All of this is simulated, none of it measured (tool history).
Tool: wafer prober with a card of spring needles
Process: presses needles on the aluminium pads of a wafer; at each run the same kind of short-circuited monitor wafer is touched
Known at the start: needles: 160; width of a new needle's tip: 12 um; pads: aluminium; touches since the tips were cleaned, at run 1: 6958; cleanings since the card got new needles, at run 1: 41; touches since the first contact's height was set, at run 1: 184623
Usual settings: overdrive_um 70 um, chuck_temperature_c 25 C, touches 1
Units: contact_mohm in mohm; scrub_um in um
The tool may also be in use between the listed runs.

| run | day | overdrive_um | chuck_temperature_c | touches | touches since the tips were cleaned | cleanings since the card got new needles | touches since the first contact's height was set | contact_mohm | scrub_um |
|---|---|---|---|---|---|---|---|---|---|
| 1 | 0.000 | 70 | 25 | 1 | 6958 | 41 | 184623 | 374 | 12.88 |
|  | 0.321 | tips cleaned on abrasive film |
|  | 1.425 | tips cleaned on abrasive film |
| 2 | 1.517 | 70 | 25 | 1 | 764 | 43 | 197081 | 288 | 12.91 |
|  | 2.554 | tips cleaned on abrasive film |
| 3 | 3.221 | 70 | 25 | 1 | 5479 | 44 | 211084 | 383 | 12.96 |
|  | 3.808 | tips cleaned on abrasive film |
| 4 | 4.633 | 70 | 25 | 1 | 6794 | 45 | 222702 | 388 | 12.88 |
|  | 4.962 | tips cleaned on abrasive film |
|  | 5.842 | height of the first contact set anew |
|  | 6.121 | tips cleaned on abrasive film |
| 5 | 6.333 | 70 | 25 | 1 | 1749 | 47 | 4017 | 334 | 13.14 |
|  | 7.229 | tips cleaned on abrasive film |
| 6 | 8.138 | 70 | 25 | 2 | 7468 | 48 | 18855 | 312 | 13.06 |
|  | 8.400 | tips cleaned on abrasive film |
| 7 | 9.375 | 70 | 41 | 2 | 8020 | 49 | 29024 | 323 | 13.13 |
|  | 9.508 | tips cleaned on abrasive film |
|  | 10.692 | tips cleaned on abrasive film |
| 8 | 11.183 | 70 | 41 | 2 | 4049 | 51 | 43870 | 316 | 13.05 |
|  | 11.833 | tips cleaned on abrasive film |
| 9 | 12.088 | 70 | 41 | 2 | 2084 | 52 | 51313 | 295 | 13.09 |
|  | 12.979 | tips cleaned on abrasive film |
| 10 | 13.596 | 70 | 41 | 2 | 5084 | 53 | 63722 | 312 | 13.05 |
|  | 14.083 | tips cleaned on abrasive film |
| 11 | 14.917 | 70 | 25 | 1 | 6865 | 54 | 74577 | 381 | 13.04 |
|  | 15.329 | tips cleaned on abrasive film |
| 12 | 15.954 | 70 | 25 | 1 | 5172 | 55 | 83118 | 378 | 13.01 |
|  | 16.492 | tips cleaned on abrasive film |
| 13 | 17.183 | 70 | 25 | 1 | 5712 | 56 | 93225 | 381 | 12.98 |
|  | 17.592 | tips cleaned on abrasive film |
| 14 | 18.083 | 70 | 25 | 1 | 4073 | 57 | 100605 | 375 | 12.97 |
|  | 18.712 | tips cleaned on abrasive film |
| 15 | 19.362 | 70 | 25 | 1 | 5362 | 58 | 111106 | 384 | 13.01 |
|  | 19.838 | tips cleaned on abrasive film |
|  | 20.971 | tips cleaned on abrasive film |
| 16 | 20.971 | 70 | 25 | 1 | 0 | 60 | 124321 | 230 | 13.01 |
|  | 22.200 | tips cleaned on abrasive film |
| 17 | 22.721 | 87 | 25 | 1 | 4276 | 61 | 138711 | 332 | 16.20 |
|  | 23.317 | tips cleaned on abrasive film |
|  | 24.450 | tips cleaned on abrasive film |
| 18 | 24.450 | 53 | 100 | 2 | 0 | 63 | 152900 | 254 | 9.76 |
|  | 25.558 | tips cleaned on abrasive film |
| 19 | 26.004 | 53 | 100 | 2 | 3669 | 64 | 165689 | 387 | 9.71 |
|  | 26.667 | tips cleaned on abrasive film |
|  | 27.879 | tips cleaned on abrasive film |
| 20 | 27.908 | 70 | 67 | 1 | 231 | 66 | 181320 | 263 | 12.85 |
|  | 29.079 | tips cleaned on abrasive film |
| 21 | 29.471 | 70 | 67 | 3 | 3226 | 67 | 194190 | 281 | 12.90 |
|  | 30.321 | tips cleaned on abrasive film |
| 22 | 31.367 | 69 | 84 | 2 | 8624 | 68 | 209800 | 329 | 12.76 |
|  | 31.471 | tips cleaned on abrasive film |
|  | 32.571 | tips cleaned on abrasive film |
| 23 | 32.825 | 72 | 26 | 1 | 2103 | 70 | 221744 | 331 | 13.26 |
|  | 33.712 | tips cleaned on abrasive film |
|  | 34.067 | height of the first contact set anew |
| 24 | 34.221 | 86 | 26 | 1 | 4091 | 71 | 1277 | 331 | 16.12 |
|  | 34.900 | tips cleaned on abrasive film |
| 25 | 35.329 | 86 | 32 | 1 | 3556 | 72 | 10394 | 332 | 16.14 |
|  | 36.083 | tips cleaned on abrasive film |
| 26 | 36.821 | 70 | 33 | 2 | 6072 | 73 | 22642 | 320 | 13.07 |
|  | 37.300 | tips cleaned on abrasive film |
| 27 | 38.133 | 81 | 25 | 3 | 6848 | 74 | 33435 | 266 | 15.18 |
|  | 38.446 | tips cleaned on abrasive film |
|  | 39.562 | tips cleaned on abrasive film |
| 28 | 39.833 | 81 | 25 | 2 | 2225 | 76 | 47406 | 278 | 15.21 |
|  | 40.658 | tips cleaned on abrasive film |
| 29 | 41.567 | 52 | 32 | 1 | 7488 | 77 | 61667 | 508 | 9.69 |
|  | 41.825 | tips cleaned on abrasive film |
|  | 43.008 | tips cleaned on abrasive film |
| 30 | 43.392 | 88 | 46 | 1 | 3169 | 79 | 76645 | 320 | 16.36 |
|  | 44.221 | tips cleaned on abrasive film |
| 31 | 44.758 | 88 | 46 | 1 | 4434 | 80 | 87879 | 334 | 16.42 |
|  | 45.388 | tips cleaned on abrasive film |
| 32 | 45.592 | 70 | 25 | 1 | 1689 | 81 | 94720 | 323 | 13.04 |

Some steps in contact_mohm between neighbouring runs. How much of each would the tool show without its hidden state too (settings, what came in, random variation), and how much is left for the hidden state, with any gauge scatter that isn't in both results?
The hidden state here: debris on the tips, nm; way that the needles fall short of the set height, um; tips' diameter, um; drift of the gauge itself on contact_mohm, %; drift of the gauge itself on scrub_um, %.
Run 15 -> 16: tips cleaned on abrasive film, tips cleaned on abrasive film. contact_mohm -154 mohm: hidden state -153, all else -1.
Run 28 -> 29: overdrive_um 81 -> 52, chuck_temperature_c 25 -> 32, touches 2 -> 1, tips cleaned on abrasive film. contact_mohm +230 mohm: hidden state +225, all else +5.
Run 29 -> 30: overdrive_um 52 -> 88, chuck_temperature_c 32 -> 46, tips cleaned on abrasive film, tips cleaned on abrasive film. contact_mohm -188 mohm: hidden state -185, all else -3.
